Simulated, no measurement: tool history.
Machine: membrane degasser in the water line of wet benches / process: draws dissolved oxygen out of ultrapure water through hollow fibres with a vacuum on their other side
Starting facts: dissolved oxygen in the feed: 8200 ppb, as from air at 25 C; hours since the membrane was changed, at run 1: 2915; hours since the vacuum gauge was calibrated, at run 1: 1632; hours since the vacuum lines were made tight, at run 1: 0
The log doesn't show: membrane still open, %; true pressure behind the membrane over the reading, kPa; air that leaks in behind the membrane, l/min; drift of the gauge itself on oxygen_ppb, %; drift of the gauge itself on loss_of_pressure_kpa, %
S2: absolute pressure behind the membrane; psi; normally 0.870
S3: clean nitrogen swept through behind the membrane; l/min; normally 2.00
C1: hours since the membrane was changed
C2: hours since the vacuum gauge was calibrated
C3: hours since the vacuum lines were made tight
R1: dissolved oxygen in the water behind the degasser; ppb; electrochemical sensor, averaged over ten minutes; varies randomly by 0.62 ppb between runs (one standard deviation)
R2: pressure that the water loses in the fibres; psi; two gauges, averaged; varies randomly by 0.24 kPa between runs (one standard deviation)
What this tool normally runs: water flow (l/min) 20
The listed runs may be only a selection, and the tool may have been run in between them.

{"run": 1, "hour": 0.0, "water flow (l/min)": 20, "S2": 0.87, "S3": 2.0, "C1": 2915, "C2": 1632, "C3": 0, "R1": 69.5, "R2": 9.259}
{"run": 2, "hour": 116.3, "water flow (l/min)": 20, "S2": 0.87, "S3": 2.0, "C1": 3031, "C2": 1748, "C3": 116, "R1": 67.9, "R2": 9.175}
{"run": 3, "hour": 220.6, "water flow (l/min)": 20, "S2": 0.87, "S3": 2.0, "C1": 3135, "C2": 1852, "C3": 221, "R1": 67.9, "R2": 9.159}
{"run": 4, "hour": 304.1, "water flow (l/min)": 20, "S2": 0.87, "S3": 2.0, "C1": 3219, "C2": 1936, "C3": 304, "R1": 68.1, "R2": 9.258}
{"run": 5, "hour": 413.3, "water flow (l/min)": 20, "S2": 0.87, "S3": 2.0, "C1": 3328, "C2": 2045, "C3": 413, "R1": 69.8, "R2": 9.264}
{"run": 6, "hour": 510.9, "water flow (l/min)": 20, "S2": 0.87, "S3": 0.86, "C1": 3426, "C2": 2143, "C3": 511, "R1": 145.3, "R2": 9.223}
{"run": 7, "hour": 592.8, "water flow (l/min)": 20, "S2": 0.87, "S3": 0.86, "C1": 3508, "C2": 2225, "C3": 593, "R1": 145.2, "R2": 9.232}
{"run": 8, "hour": 709.8, "water flow (l/min)": 23, "S2": 0.87, "S3": 2.0, "C1": 3625, "C2": 2342, "C3": 710, "R1": 79.7, "R2": 10.537}
{"run": 9, "hour": 763.5, "water flow (l/min)": 23, "S2": 0.87, "S3": 2.0, "C1": 3678, "C2": 2395, "C3": 763, "R1": 81.3, "R2": 10.623}
{"run": 10, "hour": 860.1, "water flow (l/min)": 20, "S2": 0.87, "S3": 2.0, "C1": 3775, "C2": 2492, "C3": 860, "R1": 69.7, "R2": 9.258}
{"run": 11, "hour": 916.6, "water flow (l/min)": 29, "S2": 0.663, "S3": 1.09, "C1": 3832, "C2": 2548, "C3": 917, "R1": 89.5, "R2": 13.477}
{"run": 12, "hour": 988.0, "water flow (l/min)": 29, "S2": 0.663, "S3": 1.09, "C1": 3903, "C2": 2620, "C3": 988, "R1": 91.0, "R2": 13.422}
{"run": 13, "hour": 1072.1, "water flow (l/min)": 18, "S2": 0.577, "S3": 1.09, "C1": 3987, "C2": 2704, "C3": 1072, "R1": 31.6, "R2": 8.321}
{"run": 14, "hour": 1131.7, "water flow (l/min)": 19, "S2": 0.87, "S3": 5.54, "C1": 4047, "C2": 2763, "C3": 1132, "R1": 26.2, "R2": 8.821}
{"run": 15, "hour": 1247.7, "water flow (l/min)": 28, "S2": 1.601, "S3": 1.42, "C1": 4163, "C2": 2879, "C3": 1248, "R1": 342.8, "R2": 12.988}
{"run": 16, "hour": 1309.5, "water flow (l/min)": 13, "S2": 1.088, "S3": 1.1, "C1": 4224, "C2": 2941, "C3": 1310, "R1": 116.6, "R2": 6.061}
{"run": 17, "hour": 1395.8, "water flow (l/min)": 28, "S2": 1.173, "S3": 1.53, "C1": 4311, "C2": 3028, "C3": 1396, "R1": 206.5, "R2": 13.008}
{"run": 18, "hour": 1513.2, "water flow (l/min)": 25, "S2": 1.173, "S3": 2.72, "C1": 4428, "C2": 3145, "C3": 1513, "R1": 112.7, "R2": 11.602}
{"run": 19, "hour": 1592.0, "water flow (l/min)": 25, "S2": 1.173, "S3": 2.72, "C1": 4507, "C2": 3224, "C3": 1592, "R1": 114.6, "R2": 11.615}

Alternative continuations, all from the tool just after run 19; predict every row:
{"run": "A", "hour": 1710.3, "water flow (l/min)": 20, "S2": 1.111, "S3": 1.01, "C1": 4625, "C2": 3342, "C3": 1710, "R1": "?", "R2": "?"}
{"run": "B", "hour": 1710.3, "water flow (l/min)": 25, "S2": 0.696, "S3": 2.59, "C1": 4625, "C2": 3342, "C3": 1710, "R1": "?", "R2": "?"}
{"run": "C", "hour": 1710.3, "water flow (l/min)": 23, "S2": 0.87, "S3": 2.38, "C1": 4625, "C2": 3342, "C3": 1710, "R1": "?", "R2": "?"}
{"run": "D", "hour": 1710.3, "water flow (l/min)": 25, "S2": 1.173, "S3": 2.36, "C1": 4625, "C2": 3342, "C3": 1710, "R1": "?", "R2": "?"}
{"run": "E", "hour": 1710.3, "water flow (l/min)": 18, "S2": 1.71, "S3": 4.38, "C1": 4625, "C2": 3342, "C3": 1710, "R1": "?", "R2": "?"}

run=A R1=195.8 R2=9.342
run=B R1=43.9 R2=11.622
run=C R1=69.9 R2=10.775
run=D R1=128.6 R2=11.673
run=E R1=88.9 R2=8.408
What these runs would have given with no unlogged condition in the tool:
run=A R1=195.5 R2=9.191
run=B R1=43.7 R2=11.435
run=C R1=69.7 R2=10.602
run=D R1=128.4 R2=11.486
run=E R1=88.8 R2=8.272

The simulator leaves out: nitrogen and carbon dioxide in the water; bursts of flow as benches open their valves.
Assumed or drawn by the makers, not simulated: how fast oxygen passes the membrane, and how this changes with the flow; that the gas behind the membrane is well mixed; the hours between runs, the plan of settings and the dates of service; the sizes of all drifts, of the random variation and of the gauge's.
